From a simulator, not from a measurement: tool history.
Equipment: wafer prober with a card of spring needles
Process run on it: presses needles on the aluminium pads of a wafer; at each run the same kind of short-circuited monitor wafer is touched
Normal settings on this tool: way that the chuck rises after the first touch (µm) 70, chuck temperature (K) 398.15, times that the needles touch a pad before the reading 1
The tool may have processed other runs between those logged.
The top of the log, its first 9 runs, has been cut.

run   hour  way that the chuck rises after the first touch (µm)  chuck temperature (K)  times that the needles touch a pad before the reading  resistance of one needle with its contact and lead (mohm)  way that a needle slides on the pad (µm)
      82.6  -- tips cleaned on abrasive film
 10   84.9                                                   70                 398.15                                                      1                                                        123                                      9.84
      94.8  -- tips cleaned on abrasive film
 11   99.0                                                   70                 398.15                                                      1                                                        123                                      9.83
 12  105.2                                                   70                 398.15                                                      1                                                        121                                      9.85
     107.4  -- tips cleaned on abrasive film
 13  115.3                                                   70                 398.15                                                      1                                                        124                                      9.80
     119.7  -- tips cleaned on abrasive film
 14  122.7                                                   70                 398.15                                                      1                                                        123                                      9.81
     132.7  -- tips cleaned on abrasive film
 15  137.1                                                   84                 398.15                                                      1                                                        121                                     11.74
 16  143.1                                                   84                 313.15                                                      1                                                        106                                     11.78
     144.9  -- tips cleaned on abrasive film
 17  151.6                                                   60                 398.15                                                      2                                                        125                                      8.41
     157.6  -- tips cleaned on abrasive film
 18  165.6                                                   55                 302.15                                                      2                                                        113                                      7.66
     170.0  -- tips cleaned on abrasive film
 19  173.0                                                   55                 302.15                                                      2                                                        113                                      7.70
 20  179.2                                                   79                 380.15                                                      3                                                        121                                     11.04
     182.5  -- tips cleaned on abrasive film
 21  187.3                                                   79                 380.15                                                      3                                                        118                                     11.05
 22  193.7                                                   79                 380.15                                                      3                                                        119                                     11.01
     195.0  -- tips cleaned on abrasive film
 23  203.2                                                   79                 380.15                                                      3                                                        118                                     11.05
     207.9  -- tips cleaned on abrasive film
 24  214.2                                                   79                 380.15                                                      3                                                        117                                     11.03
     215.4  -- height of the first contact set anew
     220.5  -- tips cleaned on abrasive film
 25  221.9                                                   79                 380.15                                                      3                                                        120                                     10.99
 26  227.9                                                   79                 380.15                                                      3                                                        117                                     11.01
     233.5  -- tips cleaned on abrasive film
 27  234.6                                                   81                 398.15                                                      1                                                        122                                     11.28
 28  241.1                                                   81                 398.15                                                      1                                                        120                                     11.24
     246.4  -- tips cleaned on abrasive film
 29  249.8                                                   81                 398.15                                                      1                                                        120                                     11.22
 30  257.9                                                   89                 312.15                                                      2                                                        107                                     12.40
     258.8  -- tips cleaned on abrasive film
     271.5  -- tips cleaned on abrasive film
 31  271.5                                                   72                 303.15                                                      2                                                        108                                      9.96
 32  279.8                                                   72                 303.15                                                      2                                                        109                                      9.99

Forecast each of these 4 alternatives for the next run:
     284.4  -- tips cleaned on abrasive film
  A  293.7                                                   83                 308.15                                                      1                                                          ?                                         ?
     284.4  -- tips cleaned on abrasive film
  B  293.7                                                   69                 307.15                                                      2                                                          ?                                         ?
     284.4  -- tips cleaned on abrasive film
  C  293.7                                                   60                 303.15                                                      2                                                          ?                                         ?
     284.4  -- tips cleaned on abrasive film
  D  293.7                                                   70                 371.15                                                      2                                                          ?                                         ?

run  resistance of one needle with its contact and lead (mohm)  way that a needle slides on the pad (µm)
  A                                                        108                                     11.49
  B                                                        111                                      9.55
  C                                                        111                                      8.29
  D                                                        119                                      9.72
Take away the tool's hidden state, keep each run's random variation, and the runs would have read:
run  resistance of one needle with its contact and lead (mohm)  way that a needle slides on the pad (µm)
  A                                                        107                                     11.70
  B                                                        110                                      9.73
  C                                                        111                                      8.45
  D                                                        118                                      9.90
